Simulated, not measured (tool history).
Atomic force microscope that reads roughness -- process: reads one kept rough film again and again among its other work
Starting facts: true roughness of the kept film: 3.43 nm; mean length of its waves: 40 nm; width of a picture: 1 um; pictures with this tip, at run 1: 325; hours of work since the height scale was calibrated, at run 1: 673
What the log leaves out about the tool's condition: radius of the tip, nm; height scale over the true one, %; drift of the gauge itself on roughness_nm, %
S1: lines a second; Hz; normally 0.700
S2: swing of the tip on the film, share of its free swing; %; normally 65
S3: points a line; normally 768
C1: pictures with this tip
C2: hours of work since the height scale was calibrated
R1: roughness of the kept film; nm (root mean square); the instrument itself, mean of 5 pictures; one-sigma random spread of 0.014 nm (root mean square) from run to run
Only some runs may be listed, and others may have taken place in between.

| run | hour | S1 | S2 | S3 | C1 | C2 | R1 |
|---|---|---|---|---|---|---|---|
| 1 | 0.0 | 0.700 | 65 | 768 | 325 | 673 | 3.101 |
| 2 | 18.6 | 0.700 | 65 | 768 | 350 | 686 | 3.100 |
| 3 | 32.3 | 0.700 | 65 | 768 | 368 | 695 | 3.071 |
|  | 41.2 | new tip fitted |
| 4 | 46.2 | 0.700 | 65 | 768 | 6 | 705 | 3.260 |
| 5 | 65.1 | 0.700 | 65 | 768 | 32 | 718 | 3.242 |
| 6 | 86.1 | 0.700 | 65 | 768 | 60 | 733 | 3.217 |
| 7 | 102.2 | 0.700 | 65 | 768 | 82 | 744 | 3.214 |
| 8 | 125.5 | 0.700 | 65 | 768 | 113 | 761 | 3.203 |
| 9 | 142.6 | 0.700 | 63 | 768 | 136 | 773 | 3.220 |
| 10 | 162.8 | 0.700 | 62 | 485 | 163 | 787 | 3.190 |
| 11 | 192.4 | 0.672 | 60 | 326 | 203 | 808 | 3.164 |
| 12 | 223.8 | 0.672 | 60 | 326 | 245 | 830 | 3.149 |
| 13 | 238.4 | 0.672 | 60 | 419 | 265 | 840 | 3.129 |
| 14 | 268.3 | 0.672 | 60 | 419 | 305 | 861 | 3.122 |
| 15 | 288.1 | 1.089 | 60 | 819 | 332 | 875 | 3.091 |
| 16 | 317.6 | 2.790 | 63 | 599 | 372 | 896 | 3.004 |
|  | 325.3 | new tip fitted |
| 17 | 330.9 | 1.383 | 90 | 457 | 8 | 905 | 3.045 |
| 18 | 349.4 | 1.297 | 64 | 948 | 33 | 918 | 3.240 |

Some steps in R1, run to run, broken into two amounts with sign: the step expected even without the hidden condition (settings, incoming material, random variation), and the rest, left for the hidden condition together with whatever gauge scatter is not in both the measured and the hidden-condition-free result:
Run 3 -> 4: new tip fitted. R1 +0.189 nm (root mean square): hidden state +0.176, all else +0.013.
Run 17 -> 18: S1 1.383 -> 1.297, S2 90 -> 64, S3 457 -> 948. R1 +0.195 nm (root mean square): hidden state -0.011, all else +0.206.
